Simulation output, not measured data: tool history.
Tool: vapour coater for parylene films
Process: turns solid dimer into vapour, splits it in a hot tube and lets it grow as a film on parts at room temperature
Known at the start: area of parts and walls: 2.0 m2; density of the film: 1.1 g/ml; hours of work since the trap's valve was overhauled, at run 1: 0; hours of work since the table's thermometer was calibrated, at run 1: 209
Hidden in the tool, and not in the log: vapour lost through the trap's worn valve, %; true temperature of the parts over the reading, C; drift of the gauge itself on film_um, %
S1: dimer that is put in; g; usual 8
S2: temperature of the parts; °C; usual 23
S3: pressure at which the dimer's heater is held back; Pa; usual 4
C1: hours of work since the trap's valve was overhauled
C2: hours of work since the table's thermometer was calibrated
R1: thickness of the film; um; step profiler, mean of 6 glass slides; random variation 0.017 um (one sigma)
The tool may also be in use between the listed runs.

run   hour  S1  S2     S3   C1   C2    R1
  1      0   8  23      4    0  209  1.63
  2   16.2   8  23      4   15  224  1.65
  3   33.6   8  23      4   30  239  1.66
  4   56.6   8  23      4   51  260  1.62
  5   73.7   8  23      4   66  275  1.64
  6   92.4   8  23      4   83  292  1.62
  7  108.6   8  23      4   98  307  1.63
  8  130.3   8  23      4  117  326  1.62
  9  156.4   8  23      4  141  350  1.63
 10  171.8   8  23  11.04  154  364  1.55
 11  187.1   8  15  11.04  168  377  2.25
 12  203.7   5  23  11.72  183  392  0.94
 13  225.4   5  29   4.05  203  412  0.76
 14    245  11  23   7.04  220  429  2.15
 15  274.7  11  23   4.81  247  456  2.14
 16  290.9   3  18      4  261  471  0.73
 17  309.9   3  18      4  279  488  0.74
 18  329.2   3  17   3.41  296  505  0.79
 19  351.7   3  17   3.41  316  525  0.79

Forecast each of these 5 alternatives for the next run:
  A  382.2   8  34      4  344  553   ?
  B  382.2   3  21   3.41  344  553   ?
  C  382.2   6  23   2.97  344  553   ?
  D  382.2   5  30  11.49  344  553   ?
  E  382.2   4  23      4  344  553   ?

run    R1
  A  0.96
  B  0.66
  C  1.21
  D  0.68
  E   0.8
Without the tool's hidden state the same runs would have given:
run    R1
  A     1
  B  0.69
  C  1.26
  D  0.71
  E  0.84
